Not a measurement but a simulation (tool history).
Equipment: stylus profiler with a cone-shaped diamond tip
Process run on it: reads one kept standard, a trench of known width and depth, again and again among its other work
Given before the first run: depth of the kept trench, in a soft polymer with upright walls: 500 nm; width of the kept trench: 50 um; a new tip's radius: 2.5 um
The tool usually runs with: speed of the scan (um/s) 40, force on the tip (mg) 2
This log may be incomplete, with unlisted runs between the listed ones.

| run | hour | speed of the scan (um/s) | force on the tip (mg) | depth of the trench (Å) | width of the trench's floor (um) |
|---|---|---|---|---|---|
| 1 | 0 | 40 | 2 | 5070.2 | 46.77 |
| 2 | 15.4 | 40 | 2 | 5070.8 | 46.75 |
| 3 | 29.1 | 21 | 2 | 5067.4 | 46.89 |
| 4 | 42.8 | 21 | 2 | 5072.5 | 46.8 |
| 5 | 66.6 | 40 | 2 | 5070.1 | 46.73 |
| 6 | 80.7 | 40 | 2 | 5070.7 | 46.71 |
| 7 | 104.9 | 40 | 2 | 5069.1 | 46.71 |
| 8 | 126.6 | 40 | 2 | 5070.6 | 46.74 |
| 9 | 150.3 | 40 | 2 | 5071 | 46.7 |
| 10 | 171.2 | 40 | 2 | 5066.8 | 46.7 |
| 11 | 192.1 | 22 | 0.67 | 5034 | 46.72 |
| 12 | 206.1 | 22 | 0.67 | 5031.4 | 46.76 |
| 13 | 216.8 | 44 | 4.7 | 5123.8 | 46.81 |
| 14 | 229.4 | 46 | 1.18 | 5051.1 | 46.49 |
| 15 | 251.6 | 51 | 2 | 5070.2 | 46.63 |
| 16 | 276.9 | 91 | 1.81 | 5065.4 | 46.32 |
| 17 | 299.6 | 91 | 1.81 | 5064.8 | 46.36 |
| 18 | 324.4 | 77 | 4.2 | 5115.7 | 46.62 |
| 19 | 348.2 | 45 | 0.77 | 5036.6 | 46.48 |
| 20 | 363.7 | 45 | 0.77 | 5035.2 | 46.49 |

Here are 5 independent what-if runs from the current tool condition. What would each one return?
| A | 377.6 | 35 | 1.62 | ? | ? |
| B | 377.6 | 19 | 0.77 | ? | ? |
| C | 377.6 | 65 | 0.77 | ? | ? |
| D | 377.6 | 32 | 2 | ? | ? |
| E | 377.6 | 19 | 0.91 | ? | ? |

| run | depth of the trench (Å) | width of the trench's floor (um) |
|---|---|---|
| A | 5059.3 | 46.7 |
| B | 5037.9 | 46.77 |
| C | 5038.5 | 46.26 |
| D | 5071.7 | 46.78 |
| E | 5040.8 | 46.79 |
Stripped of hidden state, with their random variation kept, the same runs would have yielded:
| run | depth of the trench (Å) | width of the trench's floor (um) |
|---|---|---|
| A | 5059.3 | 46.7 |
| B | 5037.8 | 46.77 |
| C | 5038.5 | 46.26 |
| D | 5071.7 | 46.79 |
| E | 5040.7 | 46.79 |
